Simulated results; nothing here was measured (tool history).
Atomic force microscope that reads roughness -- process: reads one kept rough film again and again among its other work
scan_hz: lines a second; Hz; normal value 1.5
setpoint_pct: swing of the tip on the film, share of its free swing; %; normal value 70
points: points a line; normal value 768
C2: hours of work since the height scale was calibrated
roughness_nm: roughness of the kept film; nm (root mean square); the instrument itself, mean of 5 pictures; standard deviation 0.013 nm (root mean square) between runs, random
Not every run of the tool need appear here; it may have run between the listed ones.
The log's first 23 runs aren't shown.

run 24 hour=199.5 | scan_hz=2.92 setpoint_pct=85 points=445 | pictures_with_this_tip=92 C2=13 | roughness_nm=2.115
-- hour=211.7 height scale calibrated on a step standard, once more
run 25 hour=212 | scan_hz=0.72 setpoint_pct=77 points=417 | pictures_with_this_tip=103 C2=0 | roughness_nm=2.826
run 26 hour=220.6 | scan_hz=2.03 setpoint_pct=70 points=768 | pictures_with_this_tip=110 C2=4 | roughness_nm=2.661
run 27 hour=229.9 | scan_hz=1.7 setpoint_pct=62 points=768 | pictures_with_this_tip=119 C2=9 | roughness_nm=2.782
run 28 hour=240.8 | scan_hz=2.44 setpoint_pct=62 points=768 | pictures_with_this_tip=128 C2=14 | roughness_nm=2.687
run 29 hour=250.8 | scan_hz=0.6 setpoint_pct=63 points=338 | pictures_with_this_tip=137 C2=19 | roughness_nm=2.79
run 30 hour=260.9 | scan_hz=0.6 setpoint_pct=63 points=338 | pictures_with_this_tip=146 C2=23 | roughness_nm=2.739
run 31 hour=271.5 | scan_hz=0.6 setpoint_pct=56 points=474 | pictures_with_this_tip=156 C2=28 | roughness_nm=2.761
run 32 hour=279.8 | scan_hz=1.27 setpoint_pct=57 points=605 | pictures_with_this_tip=163 C2=32 | roughness_nm=2.72
run 33 hour=285.2 | scan_hz=1.5 setpoint_pct=70 points=632 | pictures_with_this_tip=168 C2=35 | roughness_nm=2.527
run 34 hour=291.7 | scan_hz=1.1 setpoint_pct=57 points=276 | pictures_with_this_tip=174 C2=38 | roughness_nm=2.603

Each row is a separate what-if for the run after 34, all from the same tool condition, not one after another. Results?
run A hour=297.9 | scan_hz=0.74 setpoint_pct=75 points=335 | pictures_with_this_tip=179 C2=41 | roughness_nm=?
run B hour=297.9 | scan_hz=1.05 setpoint_pct=57 points=381 | pictures_with_this_tip=179 C2=41 | roughness_nm=?
run C hour=297.9 | scan_hz=3.2 setpoint_pct=82 points=294 | pictures_with_this_tip=179 C2=41 | roughness_nm=?

run=A roughness_nm=2.539
run=B roughness_nm=2.644
run=C roughness_nm=1.919
Take away the tool's hidden state, keep each run's random variation, and the runs would have read:
run=A roughness_nm=3.256
run=B roughness_nm=3.392
run=C roughness_nm=2.462

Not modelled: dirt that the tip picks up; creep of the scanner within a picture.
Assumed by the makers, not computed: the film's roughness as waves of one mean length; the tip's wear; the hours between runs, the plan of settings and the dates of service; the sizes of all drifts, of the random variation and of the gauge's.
